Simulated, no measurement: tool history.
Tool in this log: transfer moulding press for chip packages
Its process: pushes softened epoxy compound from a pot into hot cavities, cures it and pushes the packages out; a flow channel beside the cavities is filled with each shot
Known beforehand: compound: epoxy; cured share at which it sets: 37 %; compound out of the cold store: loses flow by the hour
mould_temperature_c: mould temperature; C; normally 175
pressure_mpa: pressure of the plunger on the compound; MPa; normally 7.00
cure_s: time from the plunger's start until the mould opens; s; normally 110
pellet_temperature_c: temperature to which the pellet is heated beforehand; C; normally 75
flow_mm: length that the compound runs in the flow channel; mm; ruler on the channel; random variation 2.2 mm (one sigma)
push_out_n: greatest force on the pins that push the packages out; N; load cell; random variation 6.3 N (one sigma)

run	hour	mould_temperature_c	pressure_mpa	cure_s	pellet_temperature_c	incoming compound's hours out of the cold store	flow_mm	push_out_n
1	0.0	175	7.00	110	75	15.9	780	296
2	8.5	175	7.00	110	75	22.9	762	306
3	16.2	175	7.00	110	75	35.6	725	325
4	22.0	175	7.00	110	75	37.0	721	338
# hour 32.6: cavities cleaned with cleaning compound and waxed
5	34.4	175	7.00	110	75	46.4	701	239
6	41.8	175	7.00	110	75	39.3	715	273
7	50.8	175	7.00	110	75	43.7	700	306
8	56.4	175	7.00	110	75	12.7	787	345
9	68.2	175	7.00	110	73	40.9	709	348
10	74.5	175	7.00	110	73	29.8	741	353
# hour 83.2: cavities cleaned with cleaning compound and waxed
11	87.7	175	7.00	110	75	21.0	761	270
12	96.0	175	7.00	110	75	12.9	781	307
13	105.6	175	7.00	110	75	46.2	690	317
14	116.7	175	7.00	110	75	32.5	724	342
15	125.3	175	7.00	110	75	29.4	735	367
# hour 128.3: mould's thermocouples calibrated
# hour 136.8: cavities cleaned with cleaning compound and waxed
16	139.6	175	7.00	146	75	46.6	691	196
17	144.6	175	7.00	146	75	8.5	791	216
18	149.6	175	7.00	146	75	37.3	711	226
# hour 153.5: mould's thermocouples calibrated, once more
19	162.5	175	7.00	146	75	21.4	758	243
20	170.8	175	6.60	146	74	40.0	683	260
21	177.7	173	6.78	117	66	15.4	768	373
22	186.6	175	6.92	110	75	29.1	729	383
# hour 189.7: cavities cleaned with cleaning compound and waxed
23	198.1	175	5.64	149	70	11.4	700	220
24	206.2	175	5.64	149	70	28.6	663	222
25	211.9	175	5.64	149	70	15.1	691	244
26	216.8	173	6.66	110	75	46.2	679	360
27	223.5	173	5.75	139	75	47.1	631	280
28	235.4	174	7.00	126	75	11.4	783	325
# hour 240.8: cavities cleaned with cleaning compound and waxed
29	244.0	180	7.08	110	67	32.8	704	213

Run by run, hidden condition taken away, random variation retained:
Hidden state present: true mould temperature over the reading, C; pressure that reaches the compound, % of what is set; grip of the stained cavities, % over clean ones'; drift of the gauge itself on flow_mm, %; drift of the gauge itself on push_out_n, %.
run	flow_mm	push_out_n
1	800	239
2	781	229
3	745	229
4	741	232
5	721	232
6	736	239
7	721	243
8	810	260
9	730	242
10	764	237
11	785	251
12	807	252
13	713	237
14	748	238
15	761	244
16	716	187
17	820	191
18	738	186
19	785	181
20	709	182
21	796	249
22	757	248
23	727	189
24	689	173
25	718	181
26	706	259
27	657	192
28	816	210
29	733	198
